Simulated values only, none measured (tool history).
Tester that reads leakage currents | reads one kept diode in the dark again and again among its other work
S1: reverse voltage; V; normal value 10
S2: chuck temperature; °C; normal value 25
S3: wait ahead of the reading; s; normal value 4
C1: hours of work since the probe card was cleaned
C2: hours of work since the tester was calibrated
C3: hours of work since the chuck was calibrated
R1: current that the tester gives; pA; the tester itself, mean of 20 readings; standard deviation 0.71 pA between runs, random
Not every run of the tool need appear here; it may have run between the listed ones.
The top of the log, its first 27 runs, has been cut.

run	hour	S1	S2	S3	C1	C2	C3	R1
28	1954.1	10	23	0.96	170	1840	837	216.31
29	2004.7	10	23	0.96	204	1874	871	214.77
30	2095.8	10	20	2.44	266	1935	932	166.66
# hour 2107: probe card cleaned and baked, once more
31	2143.9	10	25	3.65	25	1966	963	217.77
# hour 2198.2: chuck's temperature calibrated
32	2215.3	10	25	3.65	72	2012	12	235.81
33	2286.3	4.2	25	0.32	119	2060	59	172.53
34	2338	4.2	58	4.22	154	2095	94	3062.29
35	2392.5	9.3	27	4	191	2132	131	276.09
36	2460.7	9.3	27	4	237	2178	177	275.53
37	2542.2	9.3	27	4	292	2233	232	274.99
38	2616.8	9.3	27	4	342	2283	282	273.11
39	2695.7	4.9	53	4	395	2336	335	2132.62
40	2767.8	15.8	25	5.85	444	2385	384	276.26

Below are 3 alternative next runs, each starting from the tool's condition after run 40. Predict each:
A	2861.5	7.3	25	0.98	507	2448	447	?
B	2861.5	2.3	51	4	507	2448	447	?
C	2861.5	15.8	25	0.33	507	2448	447	?

run	R1
A	206.52
B	1357.36
C	285.61
Had the tool no hidden state, the same runs would have come out as:
run	R1
A	212.95
B	1413.8
C	290.86

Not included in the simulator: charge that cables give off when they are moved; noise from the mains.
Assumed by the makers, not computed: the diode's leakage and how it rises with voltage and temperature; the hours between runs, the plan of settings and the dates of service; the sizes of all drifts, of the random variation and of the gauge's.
